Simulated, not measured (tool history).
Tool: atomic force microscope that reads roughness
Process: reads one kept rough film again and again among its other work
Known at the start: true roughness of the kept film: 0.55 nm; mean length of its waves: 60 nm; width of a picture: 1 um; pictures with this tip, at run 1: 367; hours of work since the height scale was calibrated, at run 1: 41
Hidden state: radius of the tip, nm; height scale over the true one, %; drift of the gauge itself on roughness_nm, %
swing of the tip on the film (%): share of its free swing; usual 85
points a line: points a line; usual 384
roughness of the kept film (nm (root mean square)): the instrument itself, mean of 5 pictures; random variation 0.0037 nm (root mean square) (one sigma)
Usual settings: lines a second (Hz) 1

run     day  lines a second (Hz)  swing of the tip on the film (%)  points a line  pictures with this tip  hours of work since the height scale was calibrated  roughness of the kept film (nm (root mean square))
  1       0                    1                                85            384                     367                                                   41                                               0.479
      0.838  -- new tip fitted
  2    0.95                    1                                85            384                       4                                                   55                                               0.487
  3   2.046                    1                                85            384                      50                                                   71                                               0.479
  4   2.896                    1                                85            384                      85                                                   84                                               0.485
  5   3.962                 0.57                                85            384                     129                                                   99                                               0.501
  6   4.442                 0.57                                85            384                     149                                                  107                                               0.504
  7   5.442                 0.57                                85            384                     191                                                  121                                               0.507
  8   6.504                 0.57                                70            384                     235                                                  137                                               0.523
  9   7.175                 0.57                                70            384                     262                                                  147                                               0.523
 10   8.121                 0.57                                64            384                     302                                                  161                                               0.528
 11   8.771                    1                                66            384                     329                                                  170                                               0.516
 12   9.238                    1                                66            384                     348                                                  177                                               0.506
 13   9.829                    1                                66            384                     373                                                  186                                               0.521
 14  10.333                 3.14                                85            384                     394                                                  193                                               0.384
     10.512  -- new tip fitted
 15  11.096                    1                                85            384                      24                                                  204                                               0.486
 16  11.771                    1                                85            384                      52                                                  214                                               0.481
 17  12.433                 1.68                                85            289                      80                                                  224                                               0.446
 18  13.388                  0.5                                80            971                     120                                                  238                                               0.526
 19  14.454                  0.5                                80            971                     164                                                  253                                               0.517
 20    15.4                  0.5                                80            971                     203                                                  267                                               0.517
 21  16.208                 0.71                                85            384                     237                                                  279                                               0.497
 22  17.258                 0.71                                85            384                     280                                                  295                                               0.494
     17.367  -- height scale calibrated on a step standard
 23  17.829                 2.93                                79            650                     302                                                    7                                               0.423
 24  18.388                 1.55                                73            384                     325                                                   15                                               0.485
 25  19.167                 1.55                                73            384                     358                                                   26                                               0.483
 26  19.912                  2.6                                71            683                     389                                                   37                                               0.464
     20.254  -- new tip fitted
 27  20.404                 0.99                                85            384                       6                                                   44                                               0.493
 28  21.267                    1                                61            779                      42                                                   57                                                0.53
 29  22.292                    1                                80            779                      84                                                   72                                               0.502
 30  22.771                    1                                80            779                     104                                                   79                                               0.498
     23.212  -- height scale calibrated on a step standard, once more
 31  23.829                    1                                80            779                     147                                                    9                                               0.496
 32  24.858                    1                                80            779                     189                                                   24                                               0.494

Forecast each of these 4 alternatives for the next run:
  A  25.825                 0.86                                80            833                     229                                                   38                                                   ?
  B  25.825                    1                                80            794                     229                                                   38                                                   ?
  C  25.825                 2.32                                71            560                     229                                                   38                                                   ?
  D  25.825                    1                                85            275                     229                                                   38                                                   ?

run  roughness of the kept film (nm (root mean square))
  A                                               0.503
  B                                               0.495
  C                                                0.47
  D                                               0.487
Without the tool's hidden state the same runs would have given:
run  roughness of the kept film (nm (root mean square))
  A                                               0.509
  B                                               0.501
  C                                               0.475
  D                                               0.492
